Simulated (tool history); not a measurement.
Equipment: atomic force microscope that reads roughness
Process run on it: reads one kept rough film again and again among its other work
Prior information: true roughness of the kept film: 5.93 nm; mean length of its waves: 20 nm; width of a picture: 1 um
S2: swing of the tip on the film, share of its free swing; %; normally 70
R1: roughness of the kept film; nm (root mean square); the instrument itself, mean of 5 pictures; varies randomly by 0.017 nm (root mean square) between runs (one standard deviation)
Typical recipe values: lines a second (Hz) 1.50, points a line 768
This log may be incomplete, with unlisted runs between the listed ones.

{"run": 1, "hour": 0.0, "lines a second (Hz)": 1.5, "S2": 70, "points a line": 768, "R1": 3.218}
{"run": 2, "hour": 11.9, "lines a second (Hz)": 1.5, "S2": 70, "points a line": 768, "R1": 3.157}
{"run": 3, "hour": 24.2, "lines a second (Hz)": 0.91, "S2": 70, "points a line": 768, "R1": 3.156}
{"run": 4, "hour": 34.0, "lines a second (Hz)": 1.5, "S2": 81, "points a line": 768, "R1": 2.821}
{"run": 5, "hour": 44.7, "lines a second (Hz)": 1.5, "S2": 70, "points a line": 768, "R1": 2.923}
{"run": 6, "hour": 53.8, "lines a second (Hz)": 1.5, "S2": 70, "points a line": 768, "R1": 2.866}
{"run": 7, "hour": 59.7, "lines a second (Hz)": 1.5, "S2": 70, "points a line": 768, "R1": 2.811}
{"run": 8, "hour": 67.0, "lines a second (Hz)": 1.5, "S2": 70, "points a line": 377, "R1": 2.747}
{"run": 9, "hour": 73.9, "lines a second (Hz)": 1.5, "S2": 70, "points a line": 377, "R1": 2.73}
{"run": 10, "hour": 82.6, "lines a second (Hz)": 1.5, "S2": 70, "points a line": 377, "R1": 2.708}
{"run": 11, "hour": 94.4, "lines a second (Hz)": 1.5, "S2": 70, "points a line": 768, "R1": 2.672}
{"run": 12, "hour": 106.7, "lines a second (Hz)": 1.5, "S2": 70, "points a line": 768, "R1": 2.605}
{"run": 13, "hour": 113.1, "lines a second (Hz)": 1.5, "S2": 70, "points a line": 768, "R1": 2.593}
{"hour": 125.3, "done": "new tip fitted"}
{"run": 14, "hour": 126.4, "lines a second (Hz)": 1.5, "S2": 70, "points a line": 768, "R1": 4.203}
{"run": 15, "hour": 136.7, "lines a second (Hz)": 1.5, "S2": 70, "points a line": 768, "R1": 4.021}
{"run": 16, "hour": 145.4, "lines a second (Hz)": 1.5, "S2": 70, "points a line": 768, "R1": 3.984}
{"run": 17, "hour": 153.3, "lines a second (Hz)": 1.5, "S2": 70, "points a line": 768, "R1": 3.877}
{"run": 18, "hour": 166.8, "lines a second (Hz)": 1.5, "S2": 70, "points a line": 323, "R1": 3.655}
{"run": 19, "hour": 172.4, "lines a second (Hz)": 3.35, "S2": 70, "points a line": 323, "R1": 3.306}
{"run": 20, "hour": 185.0, "lines a second (Hz)": 1.5, "S2": 70, "points a line": 768, "R1": 3.566}
{"hour": 186.6, "done": "height scale calibrated on a step standard"}
{"run": 21, "hour": 194.3, "lines a second (Hz)": 1.5, "S2": 70, "points a line": 768, "R1": 3.501}
{"run": 22, "hour": 203.6, "lines a second (Hz)": 1.5, "S2": 70, "points a line": 768, "R1": 3.421}
{"run": 23, "hour": 213.5, "lines a second (Hz)": 3.24, "S2": 70, "points a line": 768, "R1": 3.046}
{"run": 24, "hour": 219.6, "lines a second (Hz)": 1.5, "S2": 70, "points a line": 768, "R1": 3.292}
{"run": 25, "hour": 230.5, "lines a second (Hz)": 1.5, "S2": 70, "points a line": 1009, "R1": 3.197}
{"run": 26, "hour": 241.6, "lines a second (Hz)": 1.5, "S2": 70, "points a line": 1021, "R1": 3.156}
{"run": 27, "hour": 248.7, "lines a second (Hz)": 1.58, "S2": 74, "points a line": 768, "R1": 3.001}
{"run": 28, "hour": 255.4, "lines a second (Hz)": 1.81, "S2": 70, "points a line": 368, "R1": 2.935}
{"run": 29, "hour": 262.2, "lines a second (Hz)": 0.53, "S2": 79, "points a line": 612, "R1": 3.083}
{"hour": 266.0, "done": "height scale calibrated on a step standard, once more"}
{"run": 30, "hour": 272.3, "lines a second (Hz)": 1.5, "S2": 66, "points a line": 723, "R1": 2.967}
{"run": 31, "hour": 278.1, "lines a second (Hz)": 1.5, "S2": 66, "points a line": 723, "R1": 2.912}
{"run": 32, "hour": 285.4, "lines a second (Hz)": 2.92, "S2": 63, "points a line": 447, "R1": 2.738}
{"run": 33, "hour": 292.3, "lines a second (Hz)": 1.76, "S2": 73, "points a line": 768, "R1": 2.722}
{"run": 34, "hour": 305.4, "lines a second (Hz)": 1.5, "S2": 60, "points a line": 768, "R1": 2.825}
{"run": 35, "hour": 313.7, "lines a second (Hz)": 1.5, "S2": 60, "points a line": 768, "R1": 2.76}
{"run": 36, "hour": 326.6, "lines a second (Hz)": 0.96, "S2": 68, "points a line": 768, "R1": 2.693}
{"run": 37, "hour": 332.2, "lines a second (Hz)": 3.21, "S2": 88, "points a line": 468, "R1": 1.901}
{"hour": 335.3, "done": "new tip fitted"}
{"run": 38, "hour": 344.6, "lines a second (Hz)": 3.21, "S2": 88, "points a line": 468, "R1": 2.991}
{"run": 39, "hour": 354.9, "lines a second (Hz)": 1.34, "S2": 64, "points a line": 257, "R1": 3.959}
{"run": 40, "hour": 365.3, "lines a second (Hz)": 1.34, "S2": 64, "points a line": 926, "R1": 3.996}
{"run": 41, "hour": 376.3, "lines a second (Hz)": 0.62, "S2": 59, "points a line": 299, "R1": 3.894}
{"run": 42, "hour": 382.7, "lines a second (Hz)": 1.5, "S2": 70, "points a line": 309, "R1": 3.587}
{"run": 43, "hour": 395.2, "lines a second (Hz)": 3.63, "S2": 65, "points a line": 768, "R1": 3.335}
{"run": 44, "hour": 402.6, "lines a second (Hz)": 1.5, "S2": 60, "points a line": 943, "R1": 3.635}
{"run": 45, "hour": 414.8, "lines a second (Hz)": 1.5, "S2": 60, "points a line": 943, "R1": 3.522}
{"run": 46, "hour": 422.7, "lines a second (Hz)": 1.5, "S2": 60, "points a line": 943, "R1": 3.438}
{"run": 47, "hour": 434.4, "lines a second (Hz)": 1.5, "S2": 64, "points a line": 768, "R1": 3.313}
{"run": 48, "hour": 443.0, "lines a second (Hz)": 0.99, "S2": 66, "points a line": 477, "R1": 3.264}
{"run": 49, "hour": 450.3, "lines a second (Hz)": 1.28, "S2": 62, "points a line": 892, "R1": 3.237}
{"run": 50, "hour": 456.5, "lines a second (Hz)": 1.5, "S2": 66, "points a line": 284, "R1": 3.01}
{"run": 51, "hour": 463.8, "lines a second (Hz)": 1.5, "S2": 66, "points a line": 284, "R1": 3.002}
{"run": 52, "hour": 475.2, "lines a second (Hz)": 2.6, "S2": 77, "points a line": 768, "R1": 2.61}

Predict each of these 4 candidate next runs independently; none follows another, all start after run 52:
{"run": "A", "hour": 484.2, "lines a second (Hz)": 1.2, "S2": 70, "points a line": 768, "R1": "?"}
{"run": "B", "hour": 484.2, "lines a second (Hz)": 1.26, "S2": 81, "points a line": 387, "R1": "?"}
{"run": "C", "hour": 484.2, "lines a second (Hz)": 1.96, "S2": 70, "points a line": 265, "R1": "?"}
{"run": "D", "hour": 484.2, "lines a second (Hz)": 3.94, "S2": 77, "points a line": 768, "R1": "?"}

run=A R1=2.943
run=B R1=2.746
run=C R1=2.752
run=D R1=2.341
With the hidden condition removed and each run's random variation left untouched, the same runs would have given:
run=A R1=4.270
run=B R1=3.981
run=C R1=3.990
run=D R1=3.397

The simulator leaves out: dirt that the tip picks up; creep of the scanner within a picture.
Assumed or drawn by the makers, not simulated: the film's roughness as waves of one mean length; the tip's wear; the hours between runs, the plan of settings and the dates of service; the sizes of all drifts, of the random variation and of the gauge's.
